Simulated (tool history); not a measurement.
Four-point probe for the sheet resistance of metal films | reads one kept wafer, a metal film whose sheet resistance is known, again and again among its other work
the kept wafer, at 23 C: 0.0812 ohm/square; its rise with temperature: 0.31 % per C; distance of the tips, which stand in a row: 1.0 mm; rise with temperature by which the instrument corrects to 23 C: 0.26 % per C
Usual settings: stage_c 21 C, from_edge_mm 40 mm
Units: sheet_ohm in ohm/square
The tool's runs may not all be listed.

run	hour	stage_c	from_edge_mm	sheet_ohm
1	0.0	21	40	0.080835
2	16.6	21	40	0.080849
3	25.9	21	8	0.081453
4	41.4	21	8	0.081516
5	54.1	21	40	0.080799
6	63.6	21	40	0.080818
7	74.9	21	40	0.080832
8	84.3	35	26	0.081290
9	96.1	26	9	0.081475
10	104.5	26	9	0.081507
# hour 106.1: stage's thermometer calibrated
11	113.6	19	22	0.080772
12	124.6	25	10	0.081306
13	136.1	24	19	0.080956
14	146.9	20	36	0.080767

5 ways to go on from here, each from the tool as it stands after run 14. What would each give?
A	162.9	29	22	?
B	162.9	20	8	?
C	162.9	22	40	?
D	162.9	19	57	?
E	162.9	23	20	?

run	sheet_ohm
A	0.081091
B	0.081411
C	0.080836
D	0.080736
E	0.080933
Without the tool's hidden state the same runs would have given:
run	sheet_ohm
A	0.081465
B	0.081789
C	0.081211
D	0.081111
E	0.081308
